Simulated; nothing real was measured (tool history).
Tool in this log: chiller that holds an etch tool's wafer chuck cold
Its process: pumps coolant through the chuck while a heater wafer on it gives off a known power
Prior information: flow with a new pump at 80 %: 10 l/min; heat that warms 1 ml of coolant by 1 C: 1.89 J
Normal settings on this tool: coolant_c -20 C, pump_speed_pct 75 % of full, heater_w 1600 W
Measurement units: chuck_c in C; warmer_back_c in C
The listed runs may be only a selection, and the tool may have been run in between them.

{"run": 1, "hour": 0.0, "coolant_c": -20, "pump_speed_pct": 75, "heater_w": 1600, "chuck_c": -1.9, "warmer_back_c": 5.41}
{"run": 2, "hour": 52.1, "coolant_c": -20, "pump_speed_pct": 75, "heater_w": 1600, "chuck_c": -1.9, "warmer_back_c": 5.43}
{"run": 3, "hour": 126.0, "coolant_c": -18, "pump_speed_pct": 75, "heater_w": 1600, "chuck_c": 0.1, "warmer_back_c": 5.46}
{"run": 4, "hour": 185.3, "coolant_c": -20, "pump_speed_pct": 75, "heater_w": 1600, "chuck_c": -2, "warmer_back_c": 5.46}
{"run": 5, "hour": 245.4, "coolant_c": -20, "pump_speed_pct": 75, "heater_w": 1600, "chuck_c": -2, "warmer_back_c": 5.42}
{"run": 6, "hour": 352.4, "coolant_c": -20, "pump_speed_pct": 75, "heater_w": 1600, "chuck_c": -1.9, "warmer_back_c": 5.41}
{"run": 7, "hour": 437.3, "coolant_c": -20, "pump_speed_pct": 75, "heater_w": 1600, "chuck_c": -1.9, "warmer_back_c": 5.38}
{"run": 8, "hour": 556.8, "coolant_c": -20, "pump_speed_pct": 75, "heater_w": 1600, "chuck_c": -2.1, "warmer_back_c": 5.37}
{"run": 9, "hour": 611.4, "coolant_c": -20, "pump_speed_pct": 75, "heater_w": 1600, "chuck_c": -2, "warmer_back_c": 5.43}
{"run": 10, "hour": 700.5, "coolant_c": -20, "pump_speed_pct": 75, "heater_w": 1600, "chuck_c": -1.8, "warmer_back_c": 5.4}
{"run": 11, "hour": 755.7, "coolant_c": -20, "pump_speed_pct": 75, "heater_w": 1600, "chuck_c": -1.8, "warmer_back_c": 5.46}
{"hour": 762.3, "done": "chiller's thermometer calibrated"}
{"run": 12, "hour": 862.1, "coolant_c": -20, "pump_speed_pct": 75, "heater_w": 1600, "chuck_c": -1.9, "warmer_back_c": 5.43}
{"run": 13, "hour": 911.3, "coolant_c": -20, "pump_speed_pct": 75, "heater_w": 1600, "chuck_c": -1.9, "warmer_back_c": 5.38}
{"run": 14, "hour": 965.0, "coolant_c": -20, "pump_speed_pct": 75, "heater_w": 1600, "chuck_c": -2, "warmer_back_c": 5.45}
{"run": 15, "hour": 1084.7, "coolant_c": -20, "pump_speed_pct": 75, "heater_w": 1551, "chuck_c": -2.7, "warmer_back_c": 5.26}
{"run": 16, "hour": 1153.6, "coolant_c": -21, "pump_speed_pct": 64, "heater_w": 1013, "chuck_c": -7.9, "warmer_back_c": 4.03}
{"run": 17, "hour": 1235.7, "coolant_c": -21, "pump_speed_pct": 64, "heater_w": 1013, "chuck_c": -8, "warmer_back_c": 4.05}
{"run": 18, "hour": 1345.2, "coolant_c": -20, "pump_speed_pct": 61, "heater_w": 976, "chuck_c": -6.9, "warmer_back_c": 4.02}
{"run": 19, "hour": 1417.9, "coolant_c": -20, "pump_speed_pct": 65, "heater_w": 1609, "chuck_c": 0.2, "warmer_back_c": 6.25}
{"run": 20, "hour": 1522.8, "coolant_c": -12, "pump_speed_pct": 87, "heater_w": 1014, "chuck_c": -1.9, "warmer_back_c": 2.96}
{"run": 21, "hour": 1611.1, "coolant_c": -12, "pump_speed_pct": 62, "heater_w": 1014, "chuck_c": 1.4, "warmer_back_c": 4.14}
{"run": 22, "hour": 1670.2, "coolant_c": -30, "pump_speed_pct": 75, "heater_w": 1600, "chuck_c": -11.9, "warmer_back_c": 5.44}
{"run": 23, "hour": 1747.0, "coolant_c": -14, "pump_speed_pct": 75, "heater_w": 1348, "chuck_c": 1.3, "warmer_back_c": 4.57}
{"hour": 1816.9, "done": "coolant changed, channels flushed"}
{"run": 24, "hour": 1829.2, "coolant_c": -20, "pump_speed_pct": 65, "heater_w": 2229, "chuck_c": 8.2, "warmer_back_c": 8.71}
{"run": 25, "hour": 1934.2, "coolant_c": -26, "pump_speed_pct": 93, "heater_w": 1101, "chuck_c": -15.5, "warmer_back_c": 3}
{"run": 26, "hour": 2021.7, "coolant_c": -26, "pump_speed_pct": 93, "heater_w": 1101, "chuck_c": -15.6, "warmer_back_c": 3.06}
{"run": 27, "hour": 2114.5, "coolant_c": -14, "pump_speed_pct": 69, "heater_w": 1143, "chuck_c": -0.2, "warmer_back_c": 4.2}
{"run": 28, "hour": 2201.6, "coolant_c": -19, "pump_speed_pct": 88, "heater_w": 975, "chuck_c": -9.3, "warmer_back_c": 2.81}
{"run": 29, "hour": 2258.8, "coolant_c": -20, "pump_speed_pct": 75, "heater_w": 954, "chuck_c": -9.4, "warmer_back_c": 3.2}
{"run": 30, "hour": 2346.2, "coolant_c": -20, "pump_speed_pct": 68, "heater_w": 812, "chuck_c": -10.3, "warmer_back_c": 3.03}

Alternative continuations, all from the tool just after run 30; predict every row:
{"run": "A", "hour": 2395.9, "coolant_c": -20, "pump_speed_pct": 82, "heater_w": 2062, "chuck_c": "?", "warmer_back_c": "?"}
{"run": "B", "hour": 2395.9, "coolant_c": -30, "pump_speed_pct": 79, "heater_w": 812, "chuck_c": "?", "warmer_back_c": "?"}
{"run": "C", "hour": 2395.9, "coolant_c": -24, "pump_speed_pct": 73, "heater_w": 1600, "chuck_c": "?", "warmer_back_c": "?"}
{"run": "D", "hour": 2395.9, "coolant_c": -15, "pump_speed_pct": 83, "heater_w": 1795, "chuck_c": "?", "warmer_back_c": "?"}
{"run": "E", "hour": 2395.9, "coolant_c": -28, "pump_speed_pct": 74, "heater_w": 1800, "chuck_c": "?", "warmer_back_c": "?"}

run=A chuck_c=1.7 warmer_back_c=6.37
run=B chuck_c=-21.1 warmer_back_c=2.61
run=C chuck_c=-5.5 warmer_back_c=5.56
run=D chuck_c=3.6 warmer_back_c=5.49
run=E chuck_c=-7.6 warmer_back_c=6.17
What these runs would have given with no unlogged condition in the tool:
run=A chuck_c=1.7 warmer_back_c=6.36
run=B chuck_c=-21.1 warmer_back_c=2.61
run=C chuck_c=-5.5 warmer_back_c=5.55
run=D chuck_c=3.6 warmer_back_c=5.49
run=E chuck_c=-7.6 warmer_back_c=6.17

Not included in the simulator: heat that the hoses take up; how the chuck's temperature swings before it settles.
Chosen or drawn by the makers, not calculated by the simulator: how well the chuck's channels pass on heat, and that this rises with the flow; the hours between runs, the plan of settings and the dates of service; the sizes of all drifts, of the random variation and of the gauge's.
